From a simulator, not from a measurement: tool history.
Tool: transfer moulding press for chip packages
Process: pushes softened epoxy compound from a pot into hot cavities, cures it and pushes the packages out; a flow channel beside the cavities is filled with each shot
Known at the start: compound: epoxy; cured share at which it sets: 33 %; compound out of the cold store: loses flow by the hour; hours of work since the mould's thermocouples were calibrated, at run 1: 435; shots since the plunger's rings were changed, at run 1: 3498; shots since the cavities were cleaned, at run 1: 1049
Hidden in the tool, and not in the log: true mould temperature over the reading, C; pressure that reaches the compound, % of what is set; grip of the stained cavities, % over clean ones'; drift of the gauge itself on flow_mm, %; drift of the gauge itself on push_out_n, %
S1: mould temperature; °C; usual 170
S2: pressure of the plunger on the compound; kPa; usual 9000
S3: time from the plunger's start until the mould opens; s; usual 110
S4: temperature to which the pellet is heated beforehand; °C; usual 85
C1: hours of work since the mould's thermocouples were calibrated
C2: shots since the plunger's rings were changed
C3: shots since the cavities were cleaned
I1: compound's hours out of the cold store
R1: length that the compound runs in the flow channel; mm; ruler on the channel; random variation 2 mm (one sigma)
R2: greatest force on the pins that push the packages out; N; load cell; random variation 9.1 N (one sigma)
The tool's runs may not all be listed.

run     day   S1     S2   S3  S4   C1    C2    C3    I1   R1    R2
  1       0  170   9000  110  85  435  3498  1049  33.4  793   675
      0.246  -- cavities cleaned with cleaning compound and waxed
  2   1.262  174   9000  110  85  458  3856   304  15.5  839   461
  3   2.242  174   9000  110  85  477  4147   595  23.5  810   523
      2.496  -- plunger's sealing rings changed
  4   3.425  170   9000  110  84  497   277   916  10.8  902   700
      4.062  -- cavities cleaned with cleaning compound and waxed
  5   4.633  170   9000  110  84  519   619   170  28.1  836   450
  6   5.821  170   9000   99  85  542   973   524  23.6  851   711
  7   7.192  170   9000   99  85  568  1381   932   8.9  898   848
      7.812  -- cavities cleaned with cleaning compound and waxed
  8   8.621  170   9000   99  85  594  1787   241  18.1  862   648
  9   9.821  170   9000   99  85  617  2144   598  34.2  800   699
     10.012  -- mould's thermocouples calibrated
 10  11.321  170   9000  110  85   25  2566  1020  33.3  805   716
       11.7  -- cavities cleaned with cleaning compound and waxed
 11  12.562  170   9000  110  85   47  2918   257   8.2  894   564
 12  13.425  170   9000  110  85   64  3174   513  37.2  786   614
 13  14.079  170   9000  110  85   76  3369   708  27.2  819   684
     15.433  -- cavities cleaned with cleaning compound and waxed
 14  15.433  170   9000  113  85  101  3754     0  34.5  794   398
 15  16.408  171   9000  110  84  119  4044   290  19.1  839   530
     17.042  -- plunger's sealing rings changed
 16  17.408  171   9000  110  84  137   108   556  18.9  871   593
 17  18.858  174   7700  110  93  164   541   989   9.1  824   599
     19.288  -- cavities cleaned with cleaning compound and waxed
 18  20.388  174   9000  110  81  192   977   327  39.4  785   460
 19  21.354  169   9000  143  85  211  1265   615  24.7  852   500
 20  22.483  173   7190  109  78  232  1602   952  19.4  763   643
     23.067  -- cavities cleaned with cleaning compound and waxed
 21  24.017  172   8640  103  86  260  2039   282  25.8  812   547
 22  24.904  172   8640  103  86  277  2304   547  44.7  747   602
 23  25.771  174   8830  120  77  293  2561   804  26.1  808   554
     26.817  -- cavities cleaned with cleaning compound and waxed
 24  27.283  168   7480  124  76  321  2994   140  31.6  744   431
 25  28.271  168  10320  124  79  340  3288   434  39.1  843   534
 26  29.154  162   9000  110  87  357  3551   697  22.9  861  1007
 27  30.179  170  10240  137  85  376  3856  1002  45.7  802   554

How the hidden state differs across the entries between the runs, from the last listed run before each to the first after it:
Between runs 1 and 2: cavities cleaned with cleaning compound and waxed (day 0.246)
  true mould temperature over the reading, C: 1.15 -> 1.21; pressure that reaches the compound, % of what is set: 92.75 -> 91.97; grip of the stained cavities, % over clean ones': 71.7 -> 31.9
  measured less the result without the state, R1: -34 -> -40 mm; R2: +259 -> +97 N
Between runs 3 and 4: plunger's sealing rings changed (day 2.496)
  true mould temperature over the reading, C: 1.25 -> 1.3; pressure that reaches the compound, % of what is set: 91.43 -> 99.21; grip of the stained cavities, % over clean ones': 52.7 -> 67.6
  measured less the result without the state, R1: -41 -> -8 mm; R2: +167 -> +252 N
Between runs 4 and 5: cavities cleaned with cleaning compound and waxed (day 4.062)
  true mould temperature over the reading, C: 1.3 -> 1.35; pressure that reaches the compound, % of what is set: 99.21 -> 98.5; grip of the stained cavities, % over clean ones': 67.6 -> 20.4
  measured less the result without the state, R1: -8 -> -10 mm; R2: +252 -> +51 N
Between runs 7 and 8: cavities cleaned with cleaning compound and waxed (day 7.812)
  true mould temperature over the reading, C: 1.46 -> 1.52; pressure that reaches the compound, % of what is set: 96.92 -> 96.08; grip of the stained cavities, % over clean ones': 69.4 -> 28.4
  measured less the result without the state, R1: -20 -> -23 mm; R2: +299 -> +92 N
Between runs 9 and 10: mould's thermocouples calibrated (day 10.012)
  true mould temperature over the reading, C: 1.57 -> -0.01; pressure that reaches the compound, % of what is set: 95.37 -> 94.46; grip of the stained cavities, % over clean ones': 55.6 -> 73.5
  measured less the result without the state, R1: -24 -> -24 mm; R2: +202 -> +301 N
Between runs 10 and 11: cavities cleaned with cleaning compound and waxed (day 11.7)
  true mould temperature over the reading, C: -0.01 -> 0.04; pressure that reaches the compound, % of what is set: 94.46 -> 93.71; grip of the stained cavities, % over clean ones': 73.5 -> 29.6
  measured less the result without the state, R1: -24 -> -30 mm; R2: +301 -> +128 N
Between runs 13 and 14: cavities cleaned with cleaning compound and waxed (day 15.433)
  true mould temperature over the reading, C: 0.11 -> 0.17; pressure that reaches the compound, % of what is set: 92.83 -> 92; grip of the stained cavities, % over clean ones': 58.6 -> 0.2
  measured less the result without the state, R1: -32 -> -35 mm; R2: +249 -> -2 N
Between runs 15 and 16: plunger's sealing rings changed (day 17.042)
  true mould temperature over the reading, C: 0.21 -> 0.25; pressure that reaches the compound, % of what is set: 91.36 -> 99.77; grip of the stained cavities, % over clean ones': 30 -> 49.7
  measured less the result without the state, R1: -39 -> -2 mm; R2: +117 -> +195 N
Between runs 17 and 18: cavities cleaned with cleaning compound and waxed (day 19.288)
  true mould temperature over the reading, C: 0.32 -> 0.39; pressure that reaches the compound, % of what is set: 98.91 -> 98.03; grip of the stained cavities, % over clean ones': 70.9 -> 35.8
  measured less the result without the state, R1: -5 -> -9 mm; R2: +244 -> +117 N
Between runs 20 and 21: cavities cleaned with cleaning compound and waxed (day 23.067)
  true mould temperature over the reading, C: 0.49 -> 0.55; pressure that reaches the compound, % of what is set: 96.77 -> 95.89; grip of the stained cavities, % over clean ones': 69.9 -> 30.6
  measured less the result without the state, R1: -15 -> -19 mm; R2: +256 -> +117 N
Between runs 23 and 24: cavities cleaned with cleaning compound and waxed (day 26.817)
  true mould temperature over the reading, C: 0.62 -> 0.69; pressure that reaches the compound, % of what is set: 94.84 -> 93.97; grip of the stained cavities, % over clean ones': 64.6 -> 16.8
  measured less the result without the state, R1: -23 -> -25 mm; R2: +214 -> +51 N

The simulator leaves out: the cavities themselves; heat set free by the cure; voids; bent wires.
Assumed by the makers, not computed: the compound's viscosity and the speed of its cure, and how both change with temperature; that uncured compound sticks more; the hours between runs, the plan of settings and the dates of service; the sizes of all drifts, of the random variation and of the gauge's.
